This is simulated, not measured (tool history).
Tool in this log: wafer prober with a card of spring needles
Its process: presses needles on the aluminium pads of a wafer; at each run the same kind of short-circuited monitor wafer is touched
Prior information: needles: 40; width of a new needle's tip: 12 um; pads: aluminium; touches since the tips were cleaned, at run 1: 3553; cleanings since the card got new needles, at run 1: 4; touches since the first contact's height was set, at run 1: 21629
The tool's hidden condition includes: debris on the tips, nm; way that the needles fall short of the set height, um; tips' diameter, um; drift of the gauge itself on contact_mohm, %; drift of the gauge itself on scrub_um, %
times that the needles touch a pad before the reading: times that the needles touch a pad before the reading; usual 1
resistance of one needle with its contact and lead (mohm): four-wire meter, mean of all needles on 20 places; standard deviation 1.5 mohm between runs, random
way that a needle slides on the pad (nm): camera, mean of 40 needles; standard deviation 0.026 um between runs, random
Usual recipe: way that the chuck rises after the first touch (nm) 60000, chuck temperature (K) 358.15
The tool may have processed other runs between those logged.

| run | day | way that the chuck rises after the first touch (nm) | chuck temperature (K) | times that the needles touch a pad before the reading | touches since the tips were cleaned | cleanings since the card got new needles | touches since the first contact's height was set | resistance of one needle with its contact and lead (mohm) | way that a needle slides on the pad (nm) |
|---|---|---|---|---|---|---|---|---|---|
| 1 | 0 | 60000 | 358.15 | 1 | 3553 | 4 | 21629 | 144 | 13500 |
|  | 0.129 | tips cleaned on abrasive film |
|  | 0.688 | tips cleaned on abrasive film |
|  | 1.254 | tips cleaned on abrasive film |
| 2 | 1.421 | 60000 | 341.15 | 1 | 1373 | 7 | 33408 | 142 | 13470 |
|  | 1.854 | tips cleaned on abrasive film |
| 3 | 2.317 | 60000 | 341.15 | 1 | 3879 | 8 | 40888 | 144 | 13450 |
|  | 2.442 | tips cleaned on abrasive film |
|  | 3.004 | tips cleaned on abrasive film |
|  | 3.6 | tips cleaned on abrasive film |
| 4 | 3.988 | 60000 | 341.15 | 1 | 3249 | 11 | 54770 | 140 | 13470 |
|  | 4.108 | tips cleaned on abrasive film |
|  | 4.717 | tips cleaned on abrasive film |
|  | 5.25 | tips cleaned on abrasive film |
| 5 | 5.675 | 60000 | 341.15 | 1 | 3568 | 14 | 68812 | 140 | 13430 |
|  | 5.762 | tips cleaned on abrasive film |
|  | 6.321 | tips cleaned on abrasive film |
|  | 6.921 | tips cleaned on abrasive film |
| 6 | 7.154 | 60000 | 341.15 | 1 | 1930 | 17 | 81073 | 141 | 13370 |
|  | 7.496 | tips cleaned on abrasive film |
|  | 8.071 | tips cleaned on abrasive film |
|  | 8.658 | tips cleaned on abrasive film |
| 7 | 9.042 | 60000 | 341.15 | 1 | 3202 | 20 | 96790 | 143 | 13420 |
|  | 9.275 | tips cleaned on abrasive film |
|  | 9.892 | tips cleaned on abrasive film |
|  | 10.496 | tips cleaned on abrasive film |
| 8 | 10.942 | 60000 | 308.15 | 1 | 3736 | 23 | 112603 | 137 | 13420 |
|  | 11.079 | tips cleaned on abrasive film |
|  | 11.621 | tips cleaned on abrasive film |
| 9 | 11.954 | 69000 | 308.15 | 1 | 2785 | 25 | 120980 | 136 | 15380 |
|  | 12.179 | tips cleaned on abrasive film |
|  | 12.696 | tips cleaned on abrasive film |
|  | 13.271 | tips cleaned on abrasive film |
| 10 | 13.404 | 60000 | 302.15 | 1 | 1098 | 28 | 133022 | 134 | 13370 |
|  | 13.892 | tips cleaned on abrasive film |
|  | 14.454 | tips cleaned on abrasive film |
|  | 15.004 | tips cleaned on abrasive film |
|  | 15.017 | height of the first contact set anew |
| 11 | 15.142 | 60000 | 302.15 | 1 | 1049 | 31 | 1049 | 134 | 13390 |
|  | 15.579 | tips cleaned on abrasive film |
|  | 16.15 | tips cleaned on abrasive film |
|  | 16.738 | tips cleaned on abrasive film |
| 12 | 16.796 | 60000 | 353.15 | 1 | 492 | 34 | 14807 | 142 | 13320 |
|  | 17.262 | tips cleaned on abrasive film |
|  | 17.779 | tips cleaned on abrasive film |
| 13 | 18.225 | 60000 | 353.15 | 1 | 3733 | 36 | 26713 | 144 | 13300 |
|  | 18.354 | tips cleaned on abrasive film |
|  | 18.979 | tips cleaned on abrasive film |
|  | 19.504 | tips cleaned on abrasive film |
| 14 | 19.583 | 60000 | 353.15 | 1 | 664 | 39 | 37973 | 144 | 13290 |
|  | 20.062 | tips cleaned on abrasive film |
|  | 20.567 | tips cleaned on abrasive film |
| 15 | 21.025 | 60000 | 353.15 | 1 | 3825 | 41 | 49964 | 146 | 13290 |
|  | 21.154 | tips cleaned on abrasive film |
|  | 21.775 | tips cleaned on abrasive film |
| 16 | 21.908 | 48000 | 353.15 | 3 | 1134 | 43 | 57304 | 149 | 10690 |
|  | 22.388 | tips cleaned on abrasive film |
|  | 22.967 | tips cleaned on abrasive film |
| 17 | 23.017 | 78000 | 358.15 | 2 | 422 | 45 | 66507 | 142 | 17260 |
|  | 23.471 | tips cleaned on abrasive film |
| 18 | 23.875 | 78000 | 358.15 | 2 | 3401 | 46 | 73667 | 142 | 17260 |
|  | 24.004 | tips cleaned on abrasive film |
|  | 24.583 | tips cleaned on abrasive film |
|  | 25.2 | tips cleaned on abrasive film |
| 19 | 25.367 | 78000 | 358.15 | 2 | 1405 | 49 | 86047 | 142 | 17290 |
|  | 25.796 | tips cleaned on abrasive film |
|  | 26.358 | tips cleaned on abrasive film |
|  | 26.912 | tips cleaned on abrasive film |
| 20 | 26.912 | 71000 | 302.15 | 3 | 0 | 52 | 98893 | 135 | 15640 |
|  | 27.529 | tips cleaned on abrasive film |
| 21 | 27.742 | 71000 | 302.15 | 3 | 1758 | 53 | 105794 | 136 | 15660 |
|  | 28.096 | tips cleaned on abrasive film |
|  | 28.65 | tips cleaned on abrasive film |
| 22 | 28.833 | 55000 | 358.15 | 1 | 1552 | 55 | 114880 | 145 | 12160 |
|  | 29.192 | tips cleaned on abrasive film |
|  | 29.788 | tips cleaned on abrasive film |
| 23 | 29.854 | 55000 | 358.15 | 1 | 526 | 57 | 123332 | 145 | 12140 |
|  | 30.325 | tips cleaned on abrasive film |
| 24 | 30.792 | 53000 | 314.15 | 2 | 3930 | 58 | 131171 | 137 | 11700 |
|  | 30.908 | tips cleaned on abrasive film |
|  | 31.475 | tips cleaned on abrasive film |
|  | 31.979 | tips cleaned on abrasive film |
|  | 32.562 | tips cleaned on abrasive film |
|  | 32.7 | height of the first contact set anew |
| 25 | 32.779 | 51000 | 373.15 | 1 | 1686 | 62 | 644 | 150 | 11250 |
|  | 33.196 | tips cleaned on abrasive film |
|  | 33.779 | tips cleaned on abrasive film |
|  | 34.362 | tips cleaned on abrasive film |
| 26 | 34.671 | 51000 | 373.15 | 1 | 2594 | 65 | 16407 | 148 | 11240 |
|  | 34.925 | tips cleaned on abrasive film |
|  | 35.533 | tips cleaned on abrasive film |
| 27 | 35.892 | 74000 | 319.15 | 2 | 2984 | 67 | 26529 | 136 | 16280 |
|  | 36.104 | tips cleaned on abrasive film |
|  | 36.717 | tips cleaned on abrasive film |
|  | 37.321 | tips cleaned on abrasive film |
| 28 | 37.512 | 46000 | 309.15 | 2 | 1611 | 70 | 40023 | 141 | 10100 |
|  | 37.862 | tips cleaned on abrasive film |
|  | 38.442 | tips cleaned on abrasive film |
|  | 39.042 | tips cleaned on abrasive film |
| 29 | 39.15 | 60000 | 308.15 | 1 | 891 | 73 | 53607 | 138 | 13170 |

Here are 4 independent what-if runs from the current tool condition. What would each one return?
|  | 39.621 | tips cleaned on abrasive film |
|  | 40.2 | tips cleaned on abrasive film |
| A | 40.271 | 68000 | 358.15 | 2 | 576 | 75 | 62923 | ? | ? |
|  | 39.621 | tips cleaned on abrasive film |
|  | 40.2 | tips cleaned on abrasive film |
| B | 40.271 | 60000 | 358.15 | 1 | 576 | 75 | 62923 | ? | ? |
|  | 39.621 | tips cleaned on abrasive film |
|  | 40.2 | tips cleaned on abrasive film |
| C | 40.271 | 60000 | 365.15 | 1 | 576 | 75 | 62923 | ? | ? |
|  | 39.621 | tips cleaned on abrasive film |
|  | 40.2 | tips cleaned on abrasive film |
| D | 40.271 | 60000 | 326.15 | 1 | 576 | 75 | 62923 | ? | ? |

| run | resistance of one needle with its contact and lead (mohm) | way that a needle slides on the pad (nm) |
|---|---|---|
| A | 141 | 14900 |
| B | 145 | 13110 |
| C | 145 | 13150 |
| D | 141 | 13140 |
The same runs, with their run-to-run variation unchanged, on a tool lacking any hidden condition would have given:
| run | resistance of one needle with its contact and lead (mohm) | way that a needle slides on the pad (nm) |
|---|---|---|
| A | 141 | 15230 |
| B | 145 | 13400 |
| C | 144 | 13440 |
| D | 141 | 13430 |
